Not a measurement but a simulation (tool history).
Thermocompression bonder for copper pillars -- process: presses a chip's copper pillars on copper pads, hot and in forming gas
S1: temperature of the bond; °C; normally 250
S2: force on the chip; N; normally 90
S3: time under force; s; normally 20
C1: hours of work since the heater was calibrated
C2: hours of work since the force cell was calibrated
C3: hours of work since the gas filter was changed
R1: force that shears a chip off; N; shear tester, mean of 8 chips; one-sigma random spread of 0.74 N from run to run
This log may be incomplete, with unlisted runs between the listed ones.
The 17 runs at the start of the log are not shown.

run	hour	S1	S2	S3	C1	C2	C3	R1
18	434.7	250	90	13	777	584	208	37.1
19	468.7	250	90	13	792	599	223	36
20	503.3	250	90	13	808	615	239	35.5
21	533.3	232	57	13	822	629	253	13.4
22	555.2	250	80	20	832	639	263	37.9
23	586.9	250	74	18	846	654	277	32.2
24	609.2	250	74	18	857	664	288	32.1
25	639.4	250	74	18	870	678	301	30.8
26	670.3	250	74	18	884	692	316	31.8
# hour 695.6: forming gas filter changed
27	696.3	253	116	17	896	703	0	58.3
28	722.7	253	116	17	908	715	12	56.7
29	753.5	269	69	20	922	729	26	48
30	787.3	234	113	51	938	745	42	57.3
31	806.7	238	90	20	947	754	51	34.4
32	826.9	269	81	20	956	763	60	54.1
33	857.3	233	92	20	970	777	74	32.1
34	880.4	233	92	20	980	787	85	30.4
35	911.3	233	92	20	994	802	99	30
36	931.8	265	69	20	1004	811	108	42.9

Run 37, settings as shown, results not yet in. Your forecast:
37	959.1	265	69	20	1016	823	120	?

R1: 42.8 N
The same run, on a tool lacking any hidden state, would have yielded R1 54.7 N.
